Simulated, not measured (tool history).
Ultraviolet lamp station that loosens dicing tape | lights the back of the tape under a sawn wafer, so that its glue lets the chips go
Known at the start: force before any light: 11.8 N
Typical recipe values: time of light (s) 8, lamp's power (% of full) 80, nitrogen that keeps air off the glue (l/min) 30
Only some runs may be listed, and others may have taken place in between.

run,hour,time of light (s),lamp's power (% of full),nitrogen that keeps air off the glue (l/min),force that peels the tape off (N),light that reached the tape (mJ/cm2)
1,0,8,80,30,2.519,185
2,41.7,8,80,30,2.567,183
3,98.1,8,80,30,2.659,180
4,139.4,8,80,30,2.788,173
# hour 148.4: window cleaned of glue's vapour
5,197.4,8,80,30,3.315,156
6,235.2,6,80,30,4.451,110
7,260.5,6,80,30,4.631,110
# hour 268.9: lamp changed
8,310,6,80,30,2.672,181
9,364.8,6,80,30,2.634,177
10,391.9,6,80,30,2.776,176
11,428.7,8,92,30,1.374,267
# hour 441.7: window cleaned of glue's vapour, once more
12,463.7,6,80,30,1.93,220
13,490.6,8,80,30,1.155,284
14,536.7,8,80,30,1.245,283
15,586.1,8,80,30,1.251,275
16,643.9,8,62,30,2.093,206
17,700.8,8,73,30,1.598,238
18,756.6,7,73,30,2.195,206
19,808.7,7,73,30,2.189,200
20,863.3,8,71,30,1.936,217
21,919.1,8,71,30,2.076,215
22,956.2,8,61,35,2.474,181
23,990.2,8,74,29,1.994,215
24,1018.7,8,80,30,1.739,231
25,1074.8,8,99,30,1.28,280
26,1113.1,8,83,30,1.794,228
27,1165,6,80,26,3.314,160
28,1189.2,12,82,40,0.668,323
29,1244.2,4,73,30,5.373,97
30,1278.6,5,73,30,4.481,113
31,1312,11,75,25,1.695,258
32,1349.9,8,95,25,1.964,232
33,1389.8,8,73,30,2.85,174
34,1426.9,4,98,30,4.406,118
35,1459.3,7,77,16,4.278,154
36,1513.2,9,89,57,1.17,228
37,1561.7,14,90,30,0.742,343
38,1614.8,14,90,30,0.812,332
39,1662.5,4,80,55,4.948,87
# hour 1668.8: lamp changed
40,1687,4,80,55,3.055,133

Some steps in force that peels the tape off (N), run to run, broken into two amounts with sign: the step expected even without the hidden condition (settings, incoming material, random variation), and the rest, left for the hidden condition together with whatever gauge scatter is not in both the measured and the hidden-condition-free result:
The tool's hidden condition here consists of: lamp's light, % of a new lamp's; light that the window lets through, % of a clean one's; drift of the gauge itself on peel_n, %; drift of the gauge itself on dose_mj_cm2, %.
Run 7 -> 8: lamp changed. force that peels the tape off (N) -1.959: hidden state -2.001, all else +0.042.
Run 28 -> 29: time of light (s) 12 -> 4, lamp's power (% of full) 82 -> 73, nitrogen that keeps air off the glue (l/min) 40 -> 30. force that peels the tape off (N) +4.705: hidden state +1.376, all else +3.329.
Run 35 -> 36: time of light (s) 7 -> 9, lamp's power (% of full) 77 -> 89, nitrogen that keeps air off the glue (l/min) 16 -> 57. force that peels the tape off (N) -3.108: hidden state -1.25, all else -1.858.
Run 38 -> 39: time of light (s) 14 -> 4, lamp's power (% of full) 90 -> 80, nitrogen that keeps air off the glue (l/min) 30 -> 55. force that peels the tape off (N) +4.136: hidden state +1.988, all else +2.148.
Run 39 -> 40: lamp changed. force that peels the tape off (N) -1.893: hidden state -1.982, all else +0.089.

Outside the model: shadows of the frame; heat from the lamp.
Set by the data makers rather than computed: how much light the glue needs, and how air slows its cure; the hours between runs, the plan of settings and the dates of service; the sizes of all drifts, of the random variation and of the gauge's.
